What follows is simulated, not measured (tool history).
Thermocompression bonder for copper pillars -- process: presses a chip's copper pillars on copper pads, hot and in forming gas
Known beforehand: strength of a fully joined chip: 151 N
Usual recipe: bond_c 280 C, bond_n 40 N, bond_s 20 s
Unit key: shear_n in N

| run | day | bond_c | bond_n | bond_s | shear_n |
|---|---|---|---|---|---|
| 1 | 0.000 | 280 | 40 | 20 | 63.7 |
|  | 0.138 | forming gas filter changed |
| 2 | 0.379 | 280 | 40 | 16 | 58.5 |
| 3 | 0.671 | 280 | 40 | 20 | 64.8 |
| 4 | 0.842 | 280 | 40 | 20 | 63.5 |
| 5 | 0.996 | 280 | 40 | 20 | 63.8 |
| 6 | 1.346 | 280 | 40 | 20 | 63.7 |
| 7 | 1.650 | 280 | 40 | 20 | 64.0 |
| 8 | 1.858 | 280 | 59 | 20 | 82.2 |
| 9 | 2.146 | 280 | 59 | 20 | 80.6 |
| 10 | 2.404 | 280 | 40 | 20 | 63.8 |
| 11 | 2.725 | 280 | 29 | 20 | 52.0 |
| 12 | 3.092 | 280 | 29 | 20 | 51.4 |
| 13 | 3.267 | 280 | 55 | 13 | 67.2 |
| 14 | 3.458 | 280 | 55 | 13 | 67.2 |
| 15 | 3.775 | 289 | 56 | 15 | 76.8 |
| 16 | 4.100 | 254 | 47 | 15 | 50.2 |

Expected results for the next run?
| 17 | 4.312 | 254 | 47 | 15 | ? |

shear_n: 50.7 N
Without the tool's hidden state the same run would have given shear_n 50.7 N.
